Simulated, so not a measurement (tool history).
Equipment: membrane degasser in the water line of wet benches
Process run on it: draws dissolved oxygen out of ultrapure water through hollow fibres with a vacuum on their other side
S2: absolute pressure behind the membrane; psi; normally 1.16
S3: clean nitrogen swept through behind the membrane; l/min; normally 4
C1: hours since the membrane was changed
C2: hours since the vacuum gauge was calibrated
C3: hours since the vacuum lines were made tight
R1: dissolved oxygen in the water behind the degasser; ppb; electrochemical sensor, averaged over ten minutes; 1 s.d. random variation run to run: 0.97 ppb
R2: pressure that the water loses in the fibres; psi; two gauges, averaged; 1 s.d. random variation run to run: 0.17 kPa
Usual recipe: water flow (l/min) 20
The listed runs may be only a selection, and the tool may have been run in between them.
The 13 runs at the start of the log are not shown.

At hour 3052.5: vacuum gauge calibrated.
Run 14, hour 3122.7: usual settings; C1 12891; C2 70; C3 1205. Result: R1 110.8 ppb, R2 4.355 psi.
Run 15, hour 3359.1: usual settings; C1 13127; C2 307; C3 1441. Result: R1 111.9 ppb, R2 4.37 psi.
Run 16, hour 3563.8: usual settings; C1 13332; C2 511; C3 1646. Result: R1 113.3 ppb, R2 4.377 psi.
Run 17, hour 3817.7: usual settings; C1 13586; C2 765; C3 1900. Result: R1 112.3 ppb, R2 4.369 psi.
Run 18, hour 4029.6: usual settings; C1 13798; C2 977; C3 2112. Result: R1 115.8 ppb, R2 4.331 psi.
Run 19, hour 4248.9: usual settings but water flow (l/min) 19, S2 1.162 psi, S3 1.62 l/min; C1 14017; C2 1196; C3 2331. Result: R1 176.3 ppb, R2 4.199 psi.
Run 20, hour 4418.6: usual settings but water flow (l/min) 19, S2 1.162 psi, S3 1.62 l/min; C1 14186; C2 1366; C3 2501. Result: R1 174.9 ppb, R2 4.17 psi.
Run 21, hour 4612.2: usual settings but water flow (l/min) 19, S2 1.162 psi, S3 1.62 l/min; C1 14380; C2 1560; C3 2694. Result: R1 177.8 ppb, R2 4.206 psi.
Run 22, hour 4794: usual settings but water flow (l/min) 29, S2 1.067 psi, S3 1.62 l/min; C1 14562; C2 1742; C3 2876. Result: R1 381.3 ppb, R2 6.406 psi.
Run 23, hour 4923.8: usual settings but water flow (l/min) 29, S2 1.067 psi, S3 1.62 l/min; C1 14692; C2 1871; C3 3006. Result: R1 381.4 ppb, R2 6.435 psi.
Run 24, hour 5145: usual settings but water flow (l/min) 14, S2 2.574 psi, S3 3.5 l/min; C1 14913; C2 2093; C3 3227. Result: R1 153.6 ppb, R2 3.057 psi.
Run 25, hour 5278.3: usual settings but water flow (l/min) 27, S2 2.071 psi, S3 6.06 l/min; C1 15046; C2 2226; C3 3361. Result: R1 293.3 ppb, R2 5.925 psi.
Run 26, hour 5468.2: usual settings but water flow (l/min) 27, S2 2.071 psi, S3 6.06 l/min; C1 15236; C2 2416; C3 3550. Result: R1 294.5 ppb, R2 6.007 psi.
Run 27, hour 5688.2: usual settings but water flow (l/min) 27, S2 2.071 psi, S3 6.06 l/min; C1 15456; C2 2636; C3 3770. Result: R1 302 ppb, R2 5.944 psi.
Run 28, hour 5832.2: usual settings but water flow (l/min) 27, S2 2.071 psi, S3 6.06 l/min; C1 15600; C2 2780; C3 3914. Result: R1 298.5 ppb, R2 6.044 psi.
Run 29, hour 6015.8: usual settings but water flow (l/min) 27, S2 2.071 psi, S3 6.06 l/min; C1 15784; C2 2963; C3 4098. Result: R1 303.1 ppb, R2 5.973 psi.
Run 30, hour 6317.4: usual settings but water flow (l/min) 15, S2 1.446 psi, S3 6.06 l/min; C1 16085; C2 3265; C3 4400. Result: R1 58.1 ppb, R2 3.346 psi.
Run 31, hour 6475.9: usual settings but water flow (l/min) 15, S2 1.356 psi, S3 5.77 l/min; C1 16244; C2 3423; C3 4558. Result: R1 56.3 ppb, R2 3.316 psi.
Run 32, hour 6773.2: usual settings but water flow (l/min) 15, S2 1.285 psi, S3 5.77 l/min; C1 16541; C2 3721; C3 4855. Result: R1 53.1 ppb, R2 3.339 psi.
Run 33, hour 6992: usual settings but water flow (l/min) 19, S2 1.285 psi, S3 5.77 l/min; C1 16760; C2 3940; C3 5074. Result: R1 96.3 ppb, R2 4.235 psi.

Here are 3 independent what-if runs from the current tool condition. What would each one return?
Run A, hour 7297.8: usual settings but water flow (l/min) 30, S2 1.244 psi, S3 11.7 l/min; C1 17066; C2 4245; C3 5380. Result: R1 ?, R2 ?.
Run B, hour 7297.8: usual settings but water flow (l/min) 19, S2 1.646 psi, S3 5.77 l/min; C1 17066; C2 4245; C3 5380. Result: R1 ?, R2 ?.
Run C, hour 7297.8: usual settings but water flow (l/min) 19, S2 1.356 psi, S3 5.77 l/min; C1 17066; C2 4245; C3 5380. Result: R1 ?, R2 ?.

run     R1     R2
  A  293.7  6.779
  B  116.7  4.267
  C  100.4  4.283
The same runs, with their run-to-run variation unchanged, on a tool lacking any hidden condition would have given:
run     R1     R2
  A  201.6  6.022
  B   91.5   3.79
  C   75.4  3.803
